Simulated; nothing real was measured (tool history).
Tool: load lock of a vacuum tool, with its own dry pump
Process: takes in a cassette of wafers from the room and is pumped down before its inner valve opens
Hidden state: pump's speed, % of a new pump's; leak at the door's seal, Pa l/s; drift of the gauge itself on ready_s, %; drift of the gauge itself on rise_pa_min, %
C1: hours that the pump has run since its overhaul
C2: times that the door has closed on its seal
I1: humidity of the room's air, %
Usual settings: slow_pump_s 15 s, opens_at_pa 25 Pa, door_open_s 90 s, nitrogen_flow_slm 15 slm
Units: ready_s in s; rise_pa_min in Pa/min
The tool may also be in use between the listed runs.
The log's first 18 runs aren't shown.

run 19 hour=1883.1 | slow_pump_s=15 opens_at_pa=25 door_open_s=194 nitrogen_flow_slm=15 | C1=13467 C2=9328 | I1=42.5 | ready_s=25.9 rise_pa_min=0.117
run 20 hour=2024.4 | slow_pump_s=15 opens_at_pa=25 door_open_s=194 nitrogen_flow_slm=15 | C1=13608 C2=9535 | I1=46.0 | ready_s=26.0 rise_pa_min=0.129
run 21 hour=2101.6 | slow_pump_s=10 opens_at_pa=26 door_open_s=26 nitrogen_flow_slm=14 | C1=13686 C2=9648 | I1=43.0 | ready_s=22.0 rise_pa_min=0.065
run 22 hour=2235.4 | slow_pump_s=10 opens_at_pa=26 door_open_s=26 nitrogen_flow_slm=14 | C1=13819 C2=9844 | I1=44.5 | ready_s=21.4 rise_pa_min=0.077
run 23 hour=2336.2 | slow_pump_s=15 opens_at_pa=35 door_open_s=142 nitrogen_flow_slm=15 | C1=13920 C2=9992 | I1=42.2 | ready_s=25.6 rise_pa_min=0.105
run 24 hour=2428.7 | slow_pump_s=9 opens_at_pa=23 door_open_s=56 nitrogen_flow_slm=19 | C1=14013 C2=10127 | I1=45.5 | ready_s=21.1 rise_pa_min=0.083
run 25 hour=2502.5 | slow_pump_s=22 opens_at_pa=24 door_open_s=90 nitrogen_flow_slm=15 | C1=14087 C2=10235 | I1=45.3 | ready_s=32.2 rise_pa_min=0.093
run 26 hour=2582.6 | slow_pump_s=15 opens_at_pa=25 door_open_s=53 nitrogen_flow_slm=17 | C1=14167 C2=10353 | I1=42.4 | ready_s=25.7 rise_pa_min=0.086
run 27 hour=2707.2 | slow_pump_s=20 opens_at_pa=32 door_open_s=159 nitrogen_flow_slm=5 | C1=14291 C2=10535 | I1=45.3 | ready_s=30.0 rise_pa_min=0.141
run 28 hour=2851.3 | slow_pump_s=20 opens_at_pa=40 door_open_s=147 nitrogen_flow_slm=5 | C1=14435 C2=10746 | I1=43.0 | ready_s=29.6 rise_pa_min=0.133
run 29 hour=2934.8 | slow_pump_s=20 opens_at_pa=40 door_open_s=147 nitrogen_flow_slm=5 | C1=14519 C2=10869 | I1=46.1 | ready_s=29.6 rise_pa_min=0.149
run 30 hour=3017.6 | slow_pump_s=20 opens_at_pa=19 door_open_s=164 nitrogen_flow_slm=5 | C1=14602 C2=10990 | I1=46.1 | ready_s=30.5 rise_pa_min=0.155
run 31 hour=3097.6 | slow_pump_s=12 opens_at_pa=47 door_open_s=33 nitrogen_flow_slm=14 | C1=14682 C2=11107 | I1=42.7 | ready_s=22.5 rise_pa_min=0.080
run 32 hour=3157.0 | slow_pump_s=15 opens_at_pa=25 door_open_s=89 nitrogen_flow_slm=13 | C1=14741 C2=11194 | I1=44.9 | ready_s=26.0 rise_pa_min=0.106
run 33 hour=3254.0 | slow_pump_s=15 opens_at_pa=25 door_open_s=89 nitrogen_flow_slm=13 | C1=14838 C2=11336 | I1=43.4 | ready_s=26.3 rise_pa_min=0.103
run 34 hour=3389.7 | slow_pump_s=15 opens_at_pa=25 door_open_s=89 nitrogen_flow_slm=13 | C1=14974 C2=11535 | I1=42.3 | ready_s=26.0 rise_pa_min=0.105
run 35 hour=3532.7 | slow_pump_s=15 opens_at_pa=21 door_open_s=90 nitrogen_flow_slm=33 | C1=15117 C2=11744 | I1=45.8 | ready_s=26.7 rise_pa_min=0.091
run 36 hour=3635.8 | slow_pump_s=22 opens_at_pa=19 door_open_s=213 nitrogen_flow_slm=40 | C1=15220 C2=11895 | I1=45.5 | ready_s=32.5 rise_pa_min=0.096
run 37 hour=3709.6 | slow_pump_s=10 opens_at_pa=20 door_open_s=204 nitrogen_flow_slm=40 | C1=15294 C2=12004 | I1=46.6 | ready_s=22.3 rise_pa_min=0.106

Forecast each of these 4 alternatives for the next run:
run A hour=3782.7 | slow_pump_s=10 opens_at_pa=20 door_open_s=204 nitrogen_flow_slm=18 | C1=15367 C2=12111 | I1=46.3 | ready_s=? rise_pa_min=?
run B hour=3782.7 | slow_pump_s=8 opens_at_pa=25 door_open_s=90 nitrogen_flow_slm=15 | C1=15367 C2=12111 | I1=48.3 | ready_s=? rise_pa_min=?
run C hour=3782.7 | slow_pump_s=10 opens_at_pa=20 door_open_s=204 nitrogen_flow_slm=15 | C1=15367 C2=12111 | I1=47.3 | ready_s=? rise_pa_min=?
run D hour=3782.7 | slow_pump_s=12 opens_at_pa=20 door_open_s=57 nitrogen_flow_slm=17 | C1=15367 C2=12111 | I1=45.2 | ready_s=? rise_pa_min=?

run=A ready_s=22.0 rise_pa_min=0.134
run=B ready_s=20.3 rise_pa_min=0.109
run=C ready_s=22.5 rise_pa_min=0.142
run=D ready_s=24.3 rise_pa_min=0.093
Without the tool's hidden state the same runs would have given:
run=A ready_s=20.2 rise_pa_min=0.094
run=B ready_s=18.6 rise_pa_min=0.070
run=C ready_s=20.7 rise_pa_min=0.103
run=D ready_s=22.5 rise_pa_min=0.054

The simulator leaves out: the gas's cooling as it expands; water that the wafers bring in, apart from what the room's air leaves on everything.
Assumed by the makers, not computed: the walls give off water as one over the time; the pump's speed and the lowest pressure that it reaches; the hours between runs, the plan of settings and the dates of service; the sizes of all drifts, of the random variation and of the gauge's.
